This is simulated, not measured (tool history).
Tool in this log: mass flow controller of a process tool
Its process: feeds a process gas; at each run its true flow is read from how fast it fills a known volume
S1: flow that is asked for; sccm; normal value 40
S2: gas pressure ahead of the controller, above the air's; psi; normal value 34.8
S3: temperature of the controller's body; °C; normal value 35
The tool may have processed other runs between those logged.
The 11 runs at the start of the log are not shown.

Run 12, day 84.138: usual settings but S2 22 psi. Result: true flow (%) 100.
Run 13, day 95.112: usual settings but S2 22 psi. Result: true flow (%) 100.05.
At day 104.188: controller's zero set anew.
Run 14, day 104.317: usual settings but S2 22 psi. Result: true flow (%) 101.62.
Run 15, day 113.796: usual settings but S2 22 psi. Result: true flow (%) 101.78.
Run 16, day 120.017: usual settings but S2 22 psi. Result: true flow (%) 101.72.
Run 17, day 131.271: usual settings but S2 26.4 psi. Result: true flow (%) 101.91.
Run 18, day 142.471: usual settings but S3 23 °C. Result: true flow (%) 101.12.
Run 19, day 153.542: usual settings but S1 42 sccm, S2 30.6 psi, S3 22 °C. Result: true flow (%) 100.87.
Run 20, day 159.058: usual settings but S1 18 sccm, S2 32.6 psi, S3 21 °C. Result: true flow (%) 99.08.
Run 21, day 167.667: usual settings but S1 18 sccm, S2 37.6 psi, S3 30 °C. Result: true flow (%) 100.17.
Run 22, day 176.621: usual settings but S1 18 sccm, S2 37.6 psi, S3 30 °C. Result: true flow (%) 99.92.
Run 23, day 185.079: usual settings but S1 18 sccm, S2 37.6 psi, S3 30 °C. Result: true flow (%) 100.02.
Run 24, day 194.329: usual settings but S1 18 sccm, S2 37.6 psi, S3 30 °C. Result: true flow (%) 99.67.
Run 25, day 201.3: usual settings but S1 18 sccm, S2 37.6 psi, S3 30 °C. Result: true flow (%) 99.9.
Run 26, day 210.696: usual settings but S1 18 sccm, S2 37.6 psi, S3 30 °C. Result: true flow (%) 99.76.
Run 27, day 218.25: usual settings but S1 18 sccm, S2 37.6 psi, S3 30 °C. Result: true flow (%) 99.77.
Run 28, day 223.358: usual settings but S1 18 sccm, S2 37.6 psi, S3 30 °C. Result: true flow (%) 99.7.
Run 29, day 228.479: usual settings but S1 18 sccm, S2 37.6 psi, S3 30 °C. Result: true flow (%) 99.74.
Run 30, day 233.579: usual settings but S1 18 sccm, S2 37.6 psi, S3 30 °C. Result: true flow (%) 99.72.
Run 31, day 238.85: usual settings but S1 7 sccm, S3 38 °C. Result: true flow (%) 97.81.
Run 32, day 244.892: usual settings but S1 42 sccm, S2 29.4 psi, S3 37 °C. Result: true flow (%) 102.3.
Run 33, day 252.579: usual settings but S1 42 sccm, S2 29.4 psi, S3 37 °C. Result: true flow (%) 102.25.
Run 34, day 259.933: usual settings but S1 42 sccm, S2 29.4 psi, S3 37 °C. Result: true flow (%) 102.28.
Run 35, day 265.142: usual settings but S1 22 sccm, S2 27.1 psi, S3 37 °C. Result: true flow (%) 100.5.
Run 36, day 274.546: usual settings but S1 21 sccm, S2 22.3 psi, S3 22 °C. Result: true flow (%) 98.71.

Here are 5 independent what-if runs from the current tool condition. What would each one return?
Run A, day 283.946: usual settings but S1 21 sccm, S2 28.9 psi, S3 22 °C. Result: true flow (%) ?.
Run B, day 283.946: usual settings but S1 44 sccm, S2 25.4 psi, S3 21 °C. Result: true flow (%) ?.
Run C, day 283.946: usual settings but S2 21.5 psi. Result: true flow (%) ?.
Run D, day 283.946: usual settings but S2 27.4 psi, S3 33 °C. Result: true flow (%) ?.
Run E, day 283.946: usual settings but S1 21 sccm, S2 38.7 psi, S3 37 °C. Result: true flow (%) ?.

run  true flow (%)
  A          98.78
  B         100.91
  C          101.7
  D         101.69
  E         100.48
What these runs would have given with no unlogged condition in the tool:
run  true flow (%)
  A          97.83
  B          99.27
  C         100.13
  D         100.12
  E          99.54
